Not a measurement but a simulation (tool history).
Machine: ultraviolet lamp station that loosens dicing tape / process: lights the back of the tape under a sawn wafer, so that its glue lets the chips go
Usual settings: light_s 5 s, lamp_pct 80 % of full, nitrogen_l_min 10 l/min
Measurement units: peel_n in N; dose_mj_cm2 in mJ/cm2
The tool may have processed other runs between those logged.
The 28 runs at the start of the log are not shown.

run,hour,light_s,lamp_pct,nitrogen_l_min,hours of work of the lamp,hours of work since the window was cleaned,peel_n,dose_mj_cm2
29,1188.1,4,63,10,1511,360,2.202,149
30,1219.7,4,78,10,1527,376,1.512,180
31,1251.4,5,62,4,1543,392,2.565,180
32,1305.9,4,62,4,1571,420,3.63,141
# hour 1337.4: lamp changed
33,1355.9,5,80,4,9,445,0.9,319
34,1383.7,5,65,4,23,459,1.428,263
35,1415.5,5,65,4,40,475,1.459,258
36,1443.1,6,64,13,54,489,0.358,304
37,1490.6,3,69,4,78,513,3.087,159
38,1531.8,7,91,4,98,534,0.297,499
39,1581.3,7,85,8,124,559,0.191,456
40,1637.6,2,69,17,152,587,2.977,109
41,1685.5,2,69,17,176,612,3.026,108

Estimate the outcome of run 42 from the log above:
42,1729.8,8,73,12,199,634,?,?

{"run 42": {"peel_n": 0.158, "dose_mj_cm2": 439}}
Had the tool carried no hidden state, the very same run would have given peel_n 0.125 N, dose_mj_cm2 519 mJ/cm2.

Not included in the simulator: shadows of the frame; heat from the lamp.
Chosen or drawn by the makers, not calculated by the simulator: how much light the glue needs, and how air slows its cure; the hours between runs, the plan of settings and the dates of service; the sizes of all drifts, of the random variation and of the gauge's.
